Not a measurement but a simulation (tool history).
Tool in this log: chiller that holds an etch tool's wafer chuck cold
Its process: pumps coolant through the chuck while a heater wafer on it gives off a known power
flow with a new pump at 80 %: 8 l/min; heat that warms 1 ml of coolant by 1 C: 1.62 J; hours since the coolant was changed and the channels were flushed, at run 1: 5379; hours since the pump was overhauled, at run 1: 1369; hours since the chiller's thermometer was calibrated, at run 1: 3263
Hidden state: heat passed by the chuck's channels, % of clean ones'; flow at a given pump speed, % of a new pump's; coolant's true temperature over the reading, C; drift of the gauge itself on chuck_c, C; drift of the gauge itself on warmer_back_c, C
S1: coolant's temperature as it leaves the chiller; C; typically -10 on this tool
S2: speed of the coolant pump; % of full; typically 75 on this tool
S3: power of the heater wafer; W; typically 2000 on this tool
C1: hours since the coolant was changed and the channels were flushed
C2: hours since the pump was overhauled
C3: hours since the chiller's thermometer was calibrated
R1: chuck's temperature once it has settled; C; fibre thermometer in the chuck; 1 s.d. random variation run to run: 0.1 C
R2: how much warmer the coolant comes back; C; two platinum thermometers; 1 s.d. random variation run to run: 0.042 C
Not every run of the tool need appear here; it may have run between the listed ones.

{"run": 1, "day": 0.0, "S1": -10, "S2": 75, "S3": 2000, "C1": 5379, "C2": 1369, "C3": 3263, "R1": 8.8, "R2": 9.87}
{"run": 2, "day": 5.354, "S1": -10, "S2": 75, "S3": 2000, "C1": 5507, "C2": 1497, "C3": 3391, "R1": 8.7, "R2": 9.89}
{"run": 3, "day": 9.171, "S1": -10, "S2": 75, "S3": 2000, "C1": 5599, "C2": 1589, "C3": 3483, "R1": 8.7, "R2": 9.82}
{"run": 4, "day": 14.146, "S1": -10, "S2": 75, "S3": 2000, "C1": 5718, "C2": 1708, "C3": 3603, "R1": 8.6, "R2": 9.88}
{"run": 5, "day": 18.054, "S1": -10, "S2": 75, "S3": 2000, "C1": 5812, "C2": 1802, "C3": 3696, "R1": 8.7, "R2": 9.82}
{"run": 6, "day": 23.417, "S1": -10, "S2": 100, "S3": 2000, "C1": 5941, "C2": 1931, "C3": 3825, "R1": 5.3, "R2": 7.55}
{"day": 26.008, "done": "coolant changed, channels flushed"}
{"run": 7, "day": 26.942, "S1": -10, "S2": 89, "S3": 2000, "C1": 22, "C2": 2009, "C3": 3904, "R1": 6.4, "R2": 8.41}
{"run": 8, "day": 30.929, "S1": -10, "S2": 89, "S3": 2000, "C1": 118, "C2": 2105, "C3": 3999, "R1": 6.5, "R2": 8.4}
{"day": 31.217, "done": "chiller's thermometer calibrated"}
{"run": 9, "day": 33.933, "S1": -10, "S2": 89, "S3": 2000, "C1": 189, "C2": 2176, "C3": 65, "R1": 6.4, "R2": 8.4}
{"run": 10, "day": 38.008, "S1": -10, "S2": 89, "S3": 2000, "C1": 287, "C2": 2274, "C3": 163, "R1": 6.4, "R2": 8.47}
{"run": 11, "day": 42.092, "S1": -10, "S2": 89, "S3": 2000, "C1": 385, "C2": 2372, "C3": 261, "R1": 6.6, "R2": 8.5}
{"run": 12, "day": 45.179, "S1": -6, "S2": 89, "S3": 2000, "C1": 459, "C2": 2446, "C3": 335, "R1": 10.4, "R2": 8.55}
{"run": 13, "day": 48.812, "S1": -6, "S2": 89, "S3": 1474, "C1": 546, "C2": 2533, "C3": 422, "R1": 6.2, "R2": 6.26}
{"run": 14, "day": 53.004, "S1": -19, "S2": 89, "S3": 1474, "C1": 647, "C2": 2634, "C3": 523, "R1": -6.7, "R2": 6.22}
{"run": 15, "day": 56.679, "S1": -19, "S2": 89, "S3": 1474, "C1": 735, "C2": 2722, "C3": 611, "R1": -6.8, "R2": 6.3}
{"run": 16, "day": 60.362, "S1": -19, "S2": 89, "S3": 1474, "C1": 823, "C2": 2810, "C3": 699, "R1": -6.7, "R2": 6.28}
{"run": 17, "day": 63.921, "S1": -19, "S2": 79, "S3": 1118, "C1": 909, "C2": 2896, "C3": 785, "R1": -8.8, "R2": 5.41}

Predict the results of run 18:
{"run": 18, "day": 68.325, "S1": -19, "S2": 79, "S3": 1118, "C1": 1015, "C2": 3001, "C3": 891, "R1": "?", "R2": "?"}

Run 18 gave R1 -9.0 C, R2 5.47 C.
Without the tool's hidden state the same run would have given R1 -9.0 C, R2 5.27 C.

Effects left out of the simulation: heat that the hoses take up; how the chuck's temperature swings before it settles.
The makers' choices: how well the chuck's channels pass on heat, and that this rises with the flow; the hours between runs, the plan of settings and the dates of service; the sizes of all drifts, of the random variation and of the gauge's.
